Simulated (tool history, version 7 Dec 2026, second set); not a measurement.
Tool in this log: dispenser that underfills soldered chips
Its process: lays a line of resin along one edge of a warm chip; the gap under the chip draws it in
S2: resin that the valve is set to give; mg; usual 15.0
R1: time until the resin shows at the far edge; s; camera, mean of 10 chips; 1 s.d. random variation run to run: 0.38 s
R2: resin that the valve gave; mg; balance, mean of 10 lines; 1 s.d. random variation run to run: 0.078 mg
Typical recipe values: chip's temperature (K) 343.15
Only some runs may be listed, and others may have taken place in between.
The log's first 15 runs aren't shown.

{"day": 4.504, "done": "new syringe of resin"}
{"run": 16, "day": 4.608, "chip's temperature (K)": 343.15, "S2": 15.0, "R1": 26.0, "R2": 13.3}
{"day": 4.871, "done": "new syringe of resin"}
{"run": 17, "day": 4.879, "chip's temperature (K)": 343.15, "S2": 15.0, "R1": 23.7, "R2": 13.17}
{"run": 18, "day": 5.217, "chip's temperature (K)": 343.15, "S2": 14.9, "R1": 33.3, "R2": 13.09}
{"day": 5.254, "done": "new syringe of resin"}
{"day": 5.625, "done": "new syringe of resin"}
{"run": 19, "day": 5.638, "chip's temperature (K)": 343.15, "S2": 14.9, "R1": 24.6, "R2": 12.91}
{"day": 5.992, "done": "new syringe of resin"}
{"run": 20, "day": 6.038, "chip's temperature (K)": 329.15, "S2": 18.0, "R1": 47.4, "R2": 15.4}
{"day": 6.112, "done": "dispensing valve cleaned and set on the balance"}
{"day": 6.408, "done": "new syringe of resin"}
{"run": 21, "day": 6.488, "chip's temperature (K)": 329.15, "S2": 15.8, "R1": 48.9, "R2": 15.67}
{"run": 22, "day": 6.725, "chip's temperature (K)": 329.15, "S2": 15.8, "R1": 60.9, "R2": 15.54}
{"day": 6.779, "done": "new syringe of resin"}
{"run": 23, "day": 6.967, "chip's temperature (K)": 351.15, "S2": 17.4, "R1": 19.2, "R2": 17.0}
{"day": 7.175, "done": "new syringe of resin"}
{"run": 24, "day": 7.283, "chip's temperature (K)": 354.15, "S2": 16.4, "R1": 15.8, "R2": 16.05}
{"day": 7.558, "done": "new syringe of resin"}
{"run": 25, "day": 7.658, "chip's temperature (K)": 354.15, "S2": 15.0, "R1": 16.2, "R2": 14.56}
{"run": 26, "day": 7.883, "chip's temperature (K)": 354.15, "S2": 15.0, "R1": 20.4, "R2": 14.59}
{"day": 7.946, "done": "new syringe of resin"}
{"run": 27, "day": 8.246, "chip's temperature (K)": 338.15, "S2": 14.6, "R1": 41.8, "R2": 13.87}
{"day": 8.338, "done": "new syringe of resin"}
{"run": 28, "day": 8.65, "chip's temperature (K)": 348.15, "S2": 15.0, "R1": 26.4, "R2": 14.32}

Run 29 has not been measured yet. What should we expect?
{"day": 8.717, "done": "new syringe of resin"}
{"run": 29, "day": 9.046, "chip's temperature (K)": 335.15, "S2": 18.1, "R1": "?", "R2": "?"}

Run 29 produced R1 47.8 s, R2 17.09 mg.
Take away the tool's hidden state, keep the run-to-run variation as it was, and the same run would have given R1 32.3 s, R2 18.05 mg.
